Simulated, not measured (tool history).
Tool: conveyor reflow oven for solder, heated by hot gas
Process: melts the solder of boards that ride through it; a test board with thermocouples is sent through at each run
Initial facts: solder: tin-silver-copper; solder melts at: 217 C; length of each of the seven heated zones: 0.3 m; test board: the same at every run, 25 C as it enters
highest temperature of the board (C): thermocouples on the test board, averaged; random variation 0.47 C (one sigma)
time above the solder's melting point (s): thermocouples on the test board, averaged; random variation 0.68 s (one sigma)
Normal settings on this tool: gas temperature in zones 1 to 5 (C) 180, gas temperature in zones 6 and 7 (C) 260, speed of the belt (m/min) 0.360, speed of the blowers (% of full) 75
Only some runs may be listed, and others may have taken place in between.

| run | hour | gas temperature in zones 1 to 5 (C) | gas temperature in zones 6 and 7 (C) | speed of the belt (m/min) | speed of the blowers (% of full) | highest temperature of the board (C) | time above the solder's melting point (s) |
|---|---|---|---|---|---|---|---|
| 1 | 0.0 | 180 | 260 | 0.360 | 75 | 248.5 | 75.2 |
| 2 | 25.5 | 180 | 260 | 0.360 | 75 | 248.8 | 76.0 |
| 3 | 42.3 | 180 | 273 | 0.360 | 75 | 260.2 | 85.9 |
| 4 | 56.1 | 180 | 273 | 0.360 | 75 | 261.1 | 86.2 |
| 5 | 77.3 | 180 | 273 | 0.360 | 75 | 260.4 | 85.6 |
| 6 | 96.2 | 181 | 260 | 0.360 | 75 | 249.3 | 77.5 |
| 7 | 112.5 | 180 | 260 | 0.360 | 75 | 249.5 | 76.5 |
| 8 | 137.4 | 180 | 260 | 0.360 | 66 | 248.5 | 74.2 |
| 9 | 158.2 | 180 | 260 | 0.360 | 75 | 249.4 | 77.1 |
| 10 | 178.4 | 180 | 252 | 0.360 | 75 | 242.4 | 68.2 |
| 11 | 201.6 | 169 | 263 | 0.301 | 59 | 251.8 | 89.2 |
| 12 | 225.8 | 190 | 263 | 0.301 | 71 | 255.4 | 105.2 |
| 13 | 238.5 | 185 | 260 | 0.360 | 87 | 251.6 | 82.0 |

What does the tool deliver on the next run?
| 14 | 249.1 | 185 | 274 | 0.360 | 53 | ? | ? |

{"run 14": {"highest temperature of the board (C)": 257.9, "time above the solder's melting point (s)": 84.5}}
The same run, on a tool lacking any hidden state, would have yielded highest temperature of the board (C) 258.0, time above the solder's melting point (s) 84.6.
